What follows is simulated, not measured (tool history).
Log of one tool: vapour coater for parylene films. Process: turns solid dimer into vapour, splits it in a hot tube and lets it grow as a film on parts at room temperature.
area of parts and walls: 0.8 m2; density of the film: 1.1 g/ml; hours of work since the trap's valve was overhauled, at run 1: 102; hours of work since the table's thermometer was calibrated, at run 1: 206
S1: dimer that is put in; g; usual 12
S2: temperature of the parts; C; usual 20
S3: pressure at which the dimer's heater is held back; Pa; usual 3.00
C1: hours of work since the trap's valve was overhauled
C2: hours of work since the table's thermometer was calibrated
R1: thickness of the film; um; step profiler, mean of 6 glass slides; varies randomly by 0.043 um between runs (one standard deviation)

{"run": 1, "hour": 0.0, "S1": 12, "S2": 20, "S3": 3.0, "C1": 102, "C2": 206, "R1": 11.17}
{"run": 2, "hour": 15.7, "S1": 12, "S2": 20, "S3": 3.0, "C1": 113, "C2": 217, "R1": 11.13}
{"run": 3, "hour": 25.6, "S1": 12, "S2": 20, "S3": 3.0, "C1": 120, "C2": 224, "R1": 11.21}
{"run": 4, "hour": 32.1, "S1": 12, "S2": 20, "S3": 3.0, "C1": 125, "C2": 229, "R1": 11.2}
{"run": 5, "hour": 47.1, "S1": 12, "S2": 19, "S3": 3.0, "C1": 136, "C2": 239, "R1": 11.56}
{"run": 6, "hour": 59.2, "S1": 12, "S2": 19, "S3": 3.0, "C1": 144, "C2": 248, "R1": 11.57}
{"run": 7, "hour": 65.8, "S1": 12, "S2": 20, "S3": 3.0, "C1": 149, "C2": 253, "R1": 11.19}
{"run": 8, "hour": 76.2, "S1": 12, "S2": 20, "S3": 3.0, "C1": 156, "C2": 260, "R1": 11.18}
{"run": 9, "hour": 86.3, "S1": 12, "S2": 20, "S3": 3.0, "C1": 163, "C2": 267, "R1": 11.16}
{"run": 10, "hour": 97.4, "S1": 12, "S2": 20, "S3": 3.0, "C1": 171, "C2": 275, "R1": 11.2}
{"run": 11, "hour": 110.0, "S1": 12, "S2": 20, "S3": 8.34, "C1": 180, "C2": 284, "R1": 9.14}
{"run": 12, "hour": 116.7, "S1": 12, "S2": 20, "S3": 8.34, "C1": 185, "C2": 289, "R1": 9.1}
{"run": 13, "hour": 131.1, "S1": 12, "S2": 20, "S3": 8.34, "C1": 195, "C2": 299, "R1": 9.12}
{"run": 14, "hour": 146.1, "S1": 12, "S2": 20, "S3": 8.34, "C1": 206, "C2": 309, "R1": 9.15}
{"run": 15, "hour": 153.3, "S1": 12, "S2": 20, "S3": 8.34, "C1": 211, "C2": 315, "R1": 9.08}
{"run": 16, "hour": 162.8, "S1": 12, "S2": 15, "S3": 5.17, "C1": 217, "C2": 321, "R1": 11.99}
{"run": 17, "hour": 176.6, "S1": 12, "S2": 15, "S3": 5.17, "C1": 227, "C2": 331, "R1": 11.83}
{"run": 18, "hour": 187.6, "S1": 8, "S2": 29, "S3": 7.08, "C1": 235, "C2": 339, "R1": 4.53}
{"run": 19, "hour": 197.0, "S1": 12, "S2": 18, "S3": 5.53, "C1": 242, "C2": 346, "R1": 10.52}
{"run": 20, "hour": 205.3, "S1": 12, "S2": 18, "S3": 5.53, "C1": 248, "C2": 351, "R1": 10.51}
{"run": 21, "hour": 212.9, "S1": 6, "S2": 19, "S3": 4.96, "C1": 253, "C2": 357, "R1": 5.22}
{"run": 22, "hour": 224.1, "S1": 7, "S2": 20, "S3": 4.96, "C1": 261, "C2": 365, "R1": 5.87}
{"run": 23, "hour": 239.0, "S1": 12, "S2": 26, "S3": 3.3, "C1": 271, "C2": 375, "R1": 8.76}
{"run": 24, "hour": 251.3, "S1": 5, "S2": 20, "S3": 7.69, "C1": 280, "C2": 384, "R1": 3.82}
{"run": 25, "hour": 262.2, "S1": 10, "S2": 30, "S3": 3.0, "C1": 288, "C2": 392, "R1": 6.42}
{"run": 26, "hour": 272.2, "S1": 12, "S2": 12, "S3": 5.09, "C1": 295, "C2": 399, "R1": 13.1}
{"run": 27, "hour": 281.1, "S1": 12, "S2": 12, "S3": 5.09, "C1": 301, "C2": 405, "R1": 13.21}
{"run": 28, "hour": 292.2, "S1": 12, "S2": 14, "S3": 4.29, "C1": 309, "C2": 413, "R1": 12.68}
{"run": 29, "hour": 301.2, "S1": 12, "S2": 14, "S3": 4.29, "C1": 315, "C2": 419, "R1": 12.69}

The same runs without the tool's hidden state, with the same run-to-run variation:
The hidden state here: vapour lost through the trap's worn valve, %; true temperature of the parts over the reading, C; drift of the gauge itself on film_um, %.
run=1 R1=11.18
run=2 R1=11.15
run=3 R1=11.24
run=4 R1=11.23
run=5 R1=11.60
run=6 R1=11.62
run=7 R1=11.25
run=8 R1=11.25
run=9 R1=11.24
run=10 R1=11.28
run=11 R1=9.22
run=12 R1=9.18
run=13 R1=9.21
run=14 R1=9.25
run=15 R1=9.18
run=16 R1=12.13
run=17 R1=11.97
run=18 R1=4.59
run=19 R1=10.66
run=20 R1=10.66
run=21 R1=5.29
run=22 R1=5.96
run=23 R1=8.90
run=24 R1=3.89
run=25 R1=6.54
run=26 R1=13.34
run=27 R1=13.46
run=28 R1=12.94
run=29 R1=12.95
